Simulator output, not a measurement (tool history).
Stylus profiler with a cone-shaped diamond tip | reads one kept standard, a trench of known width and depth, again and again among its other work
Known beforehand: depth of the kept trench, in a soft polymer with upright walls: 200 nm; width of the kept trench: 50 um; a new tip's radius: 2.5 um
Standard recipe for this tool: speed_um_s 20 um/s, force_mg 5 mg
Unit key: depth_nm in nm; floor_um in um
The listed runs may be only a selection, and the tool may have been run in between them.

{"run": 1, "hour": 0.0, "speed_um_s": 20, "force_mg": 5, "depth_nm": 204.13, "floor_um": 47.2}
{"run": 2, "hour": 33.1, "speed_um_s": 20, "force_mg": 5, "depth_nm": 204.06, "floor_um": 47.16}
{"run": 3, "hour": 57.8, "speed_um_s": 20, "force_mg": 5, "depth_nm": 203.91, "floor_um": 47.14}
{"run": 4, "hour": 78.0, "speed_um_s": 20, "force_mg": 5, "depth_nm": 204.09, "floor_um": 47.11}
{"run": 5, "hour": 111.0, "speed_um_s": 20, "force_mg": 5, "depth_nm": 203.97, "floor_um": 47.09}
{"run": 6, "hour": 154.5, "speed_um_s": 20, "force_mg": 5, "depth_nm": 204.25, "floor_um": 47.01}
{"run": 7, "hour": 183.7, "speed_um_s": 30, "force_mg": 5, "depth_nm": 203.94, "floor_um": 46.95}
{"run": 8, "hour": 209.4, "speed_um_s": 30, "force_mg": 5, "depth_nm": 204.23, "floor_um": 46.92}
{"run": 9, "hour": 227.3, "speed_um_s": 30, "force_mg": 5, "depth_nm": 204.02, "floor_um": 46.95}
{"run": 10, "hour": 247.9, "speed_um_s": 42, "force_mg": 5, "depth_nm": 204.04, "floor_um": 46.79}
{"run": 11, "hour": 290.3, "speed_um_s": 20, "force_mg": 5, "depth_nm": 203.86, "floor_um": 46.91}
{"run": 12, "hour": 308.1, "speed_um_s": 20, "force_mg": 5, "depth_nm": 203.91, "floor_um": 46.87}
{"run": 13, "hour": 337.9, "speed_um_s": 20, "force_mg": 5, "depth_nm": 203.81, "floor_um": 46.84}
{"run": 14, "hour": 356.2, "speed_um_s": 20, "force_mg": 13.65, "depth_nm": 208.19, "floor_um": 46.85}
{"run": 15, "hour": 378.8, "speed_um_s": 14, "force_mg": 11.8, "depth_nm": 207.59, "floor_um": 46.83}
{"run": 16, "hour": 418.1, "speed_um_s": 49, "force_mg": 2.51, "depth_nm": 202.1, "floor_um": 46.57}
{"run": 17, "hour": 444.8, "speed_um_s": 49, "force_mg": 2.51, "depth_nm": 202.25, "floor_um": 46.5}
{"run": 18, "hour": 483.1, "speed_um_s": 49, "force_mg": 2.51, "depth_nm": 202.8, "floor_um": 47.78}
{"run": 19, "hour": 521.6, "speed_um_s": 49, "force_mg": 2.51, "depth_nm": 202.85, "floor_um": 47.71}
{"run": 20, "hour": 558.6, "speed_um_s": 13, "force_mg": 7.51, "depth_nm": 205.98, "floor_um": 47.96}
{"run": 21, "hour": 597.5, "speed_um_s": 5, "force_mg": 2.14, "depth_nm": 202.61, "floor_um": 47.91}
{"run": 22, "hour": 616.5, "speed_um_s": 20, "force_mg": 11.3, "depth_nm": 207.51, "floor_um": 47.78}
{"run": 23, "hour": 654.4, "speed_um_s": 20, "force_mg": 11.3, "depth_nm": 207.63, "floor_um": 47.8}
{"run": 24, "hour": 685.8, "speed_um_s": 30, "force_mg": 11.47, "depth_nm": 207.76, "floor_um": 47.67}
{"run": 25, "hour": 716.4, "speed_um_s": 7, "force_mg": 5, "depth_nm": 204.34, "floor_um": 47.7}

Taken out of this log: 1 entry between the listed runs. Where each belongs, and how the hidden state differs across it:
In the gap between runs 17 and 18: new tip fitted, height scale calibrated (hour 477)
  radius of the tip, um: 6.52 -> 2.47; height scale over the true one, %: -0.322 -> 0.003
  measured value less the no-hidden-state value, depth_nm: -0.66 -> +0 nm; floor_um: -1.24 -> +0.01 um
